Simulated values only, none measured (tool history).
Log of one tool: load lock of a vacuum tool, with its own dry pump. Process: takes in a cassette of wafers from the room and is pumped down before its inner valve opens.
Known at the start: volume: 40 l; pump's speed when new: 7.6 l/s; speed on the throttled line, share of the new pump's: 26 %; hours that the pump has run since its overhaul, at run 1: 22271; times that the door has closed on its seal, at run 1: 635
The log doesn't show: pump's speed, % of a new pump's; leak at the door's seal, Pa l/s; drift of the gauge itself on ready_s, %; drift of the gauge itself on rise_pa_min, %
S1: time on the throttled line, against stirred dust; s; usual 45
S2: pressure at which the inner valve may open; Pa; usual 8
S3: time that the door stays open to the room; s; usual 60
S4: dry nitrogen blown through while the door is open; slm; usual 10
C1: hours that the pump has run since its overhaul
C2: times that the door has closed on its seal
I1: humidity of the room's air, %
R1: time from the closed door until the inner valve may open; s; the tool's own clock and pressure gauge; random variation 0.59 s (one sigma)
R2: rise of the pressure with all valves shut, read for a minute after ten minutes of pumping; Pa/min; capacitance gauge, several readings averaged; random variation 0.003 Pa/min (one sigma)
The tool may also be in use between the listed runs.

Run 1, hour 0: usual settings; C1 22271; C2 635; I1 45.9. Result: R1 83.2 s, R2 0.039 Pa/min.
Run 2, hour 141.4: usual settings but S2 12 Pa; C1 22412; C2 823; I1 44.5. Result: R1 82.3 s, R2 0.038 Pa/min.
Run 3, hour 321.9: usual settings but S2 12 Pa; C1 22593; C2 1063; I1 46.9. Result: R1 80.7 s, R2 0.042 Pa/min.
Run 4, hour 430.7: usual settings but S2 12 Pa; C1 22702; C2 1207; I1 43.2. Result: R1 81.4 s, R2 0.034 Pa/min.
Run 5, hour 558: usual settings but S2 12 Pa; C1 22829; C2 1376; I1 47.1. Result: R1 80.9 s, R2 0.044 Pa/min.
Run 6, hour 733.3: usual settings but S2 12 Pa; C1 23004; C2 1609; I1 44.9. Result: R1 81.6 s, R2 0.043 Pa/min.
Run 7, hour 915.9: usual settings but S2 12 Pa; C1 23187; C2 1852; I1 44.8. Result: R1 81.7 s, R2 0.037 Pa/min.
Run 8, hour 1006.2: usual settings but S2 12 Pa, S3 47 s; C1 23277; C2 1972; I1 44.2. Result: R1 82.3 s, R2 0.032 Pa/min.
Run 9, hour 1162.5: usual settings but S3 122 s; C1 23433; C2 2180; I1 45.7. Result: R1 83.8 s, R2 0.065 Pa/min.
Run 10, hour 1257.4: usual settings but S3 50 s; C1 23528; C2 2306; I1 43.1. Result: R1 83.3 s, R2 0.036 Pa/min.
Run 11, hour 1452.5: usual settings but S3 50 s; C1 23723; C2 2565; I1 44.9. Result: R1 84 s, R2 0.03 Pa/min.
Run 12, hour 1649.7: usual settings but S3 50 s; C1 23921; C2 2827; I1 43.8. Result: R1 83.9 s, R2 0.032 Pa/min.
Run 13, hour 1856.4: usual settings but S3 50 s, S4 7 slm; C1 24127; C2 3102; I1 45.2. Result: R1 83.1 s, R2 0.042 Pa/min.
Run 14, hour 1981.1: usual settings but S1 27 s; C1 24252; C2 3268; I1 45.2. Result: R1 71.6 s, R2 0.043 Pa/min.
At hour 2081.3: dry pump taken out, an overhauled one fitted.
Run 15, hour 2081.9: usual settings but S1 30 s, S2 15 Pa, S3 45 s, S4 17 slm; C1 1; C2 3394; I1 45.8. Result: R1 69.3 s, R2 0.028 Pa/min.
Run 16, hour 2218: usual settings but S1 40 s, S2 7 Pa, S3 156 s; C1 137; C2 3575; I1 45.8. Result: R1 81.3 s, R2 0.078 Pa/min.
Run 17, hour 2383.3: usual settings but S1 62 s; C1 302; C2 3794; I1 42.7. Result: R1 96 s, R2 0.032 Pa/min.
Run 18, hour 2525.3: usual settings but S1 58 s, S2 14 Pa, S3 36 s, S4 38 slm; C1 444; C2 3983; I1 48.1. Result: R1 89.3 s, R2 0.016 Pa/min.
Run 19, hour 2621.4: usual settings but S1 58 s, S2 10 Pa, S3 53 s, S4 15 slm; C1 540; C2 4111; I1 47.2. Result: R1 91 s, R2 0.034 Pa/min.
Run 20, hour 2810.1: usual settings but S1 41 s, S3 53 s, S4 41 slm; C1 729; C2 4362; I1 45.1. Result: R1 80.6 s, R2 0.022 Pa/min.
Run 21, hour 2928.4: usual settings but S1 56 s; C1 847; C2 4519; I1 45.7. Result: R1 92.5 s, R2 0.04 Pa/min.
Run 22, hour 3099.9: usual settings but S1 56 s, S3 105 s, S4 6 slm; C1 1019; C2 4747; I1 43.7. Result: R1 92.1 s, R2 0.061 Pa/min.
Run 23, hour 3303.4: usual settings but S1 56 s, S3 105 s, S4 6 slm; C1 1222; C2 5017; I1 45.1. Result: R1 91.9 s, R2 0.072 Pa/min.

Forecast each of these 5 alternatives for the next run:
Run A, hour 3391.9: usual settings but S1 56 s, S3 73 s, S4 6 slm; C1 1311; C2 5135; I1 46. Result: R1 ?, R2 ?.
Run B, hour 3391.9: usual settings but S1 25 s, S3 40 s, S4 6 slm; C1 1311; C2 5135; I1 49.8. Result: R1 ?, R2 ?.
Run C, hour 3391.9: usual settings but S1 40 s, S3 105 s, S4 6 slm; C1 1311; C2 5135; I1 48.4. Result: R1 ?, R2 ?.
Run D, hour 3391.9: usual settings but S1 27 s, S3 121 s, S4 7 slm; C1 1311; C2 5135; I1 44.2. Result: R1 ?, R2 ?.
Run E, hour 3391.9: usual settings but S1 26 s, S3 58 s, S4 30 slm; C1 1311; C2 5135; I1 43.8. Result: R1 ?, R2 ?.

run    R1     R2
  A    92  0.048
  B  70.3  0.037
  C  79.8  0.072
  D  71.2  0.069
  E  69.6  0.026
Without the tool's hidden state the same runs would have given:
run    R1     R2
  A  91.9  0.048
  B  70.2  0.037
  C  79.8  0.072
  D  71.2  0.069
  E  69.6  0.026

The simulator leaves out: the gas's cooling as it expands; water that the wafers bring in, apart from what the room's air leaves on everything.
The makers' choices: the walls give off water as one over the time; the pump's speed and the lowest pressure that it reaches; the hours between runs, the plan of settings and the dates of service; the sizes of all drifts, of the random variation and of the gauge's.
